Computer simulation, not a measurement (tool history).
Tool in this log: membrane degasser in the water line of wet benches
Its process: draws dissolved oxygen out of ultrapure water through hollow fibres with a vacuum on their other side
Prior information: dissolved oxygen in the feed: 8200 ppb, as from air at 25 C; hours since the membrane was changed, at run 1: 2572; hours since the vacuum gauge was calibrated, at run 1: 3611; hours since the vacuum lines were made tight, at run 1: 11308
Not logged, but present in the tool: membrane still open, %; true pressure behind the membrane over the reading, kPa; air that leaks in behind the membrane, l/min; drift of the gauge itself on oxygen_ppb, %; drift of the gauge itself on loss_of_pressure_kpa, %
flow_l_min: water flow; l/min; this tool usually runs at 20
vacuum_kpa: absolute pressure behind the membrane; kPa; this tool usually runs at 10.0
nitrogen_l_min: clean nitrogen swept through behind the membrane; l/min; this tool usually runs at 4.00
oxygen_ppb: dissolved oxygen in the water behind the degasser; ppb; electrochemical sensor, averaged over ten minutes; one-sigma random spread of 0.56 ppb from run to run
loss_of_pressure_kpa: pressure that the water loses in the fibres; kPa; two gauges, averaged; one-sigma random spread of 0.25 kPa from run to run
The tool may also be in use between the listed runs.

run   hour  flow_l_min  vacuum_kpa  nitrogen_l_min  hours since the membrane was changed  hours since the vacuum gauge was calibrated  hours since the vacuum lines were made tight  oxygen_ppb  loss_of_pressure_kpa
  1    0.0          20        10.0            4.00                                  2572                                         3611                                         11308        92.0                 66.39
  2  135.6          20        10.0            4.00                                  2707                                         3746                                         11444        92.2                 66.71
  3  195.7          20        10.0            4.00                                  2767                                         3806                                         11504        91.4                 66.20
  4  254.9          23        10.0            4.00                                  2827                                         3866                                         11563       105.2                 76.80
  5  366.4          23        10.0            4.00                                  2938                                         3977                                         11675       105.6                 77.11
  6  463.2          23        10.0            4.00                                  3035                                         4074                                         11772       106.4                 76.75
  7  528.9          31        10.0            4.00                                  3101                                         4140                                         11837       144.5                103.59
  8  653.9          20        10.0            5.97                                  3226                                         4265                                         11962        63.3                 66.63
  9  763.7          20        10.0            5.97                                  3335                                         4374                                         12072        63.6                 66.80

What does the tool deliver on the next run?
 10  900.2          20        16.5            4.00                                  3472                                         4511                                         12209           ?                     ?

Run 10 gave oxygen_ppb 171.9 ppb, loss_of_pressure_kpa 66.87 kPa.
Without the tool's hidden state the same run would have given oxygen_ppb 162.3 ppb, loss_of_pressure_kpa 66.08 kPa.

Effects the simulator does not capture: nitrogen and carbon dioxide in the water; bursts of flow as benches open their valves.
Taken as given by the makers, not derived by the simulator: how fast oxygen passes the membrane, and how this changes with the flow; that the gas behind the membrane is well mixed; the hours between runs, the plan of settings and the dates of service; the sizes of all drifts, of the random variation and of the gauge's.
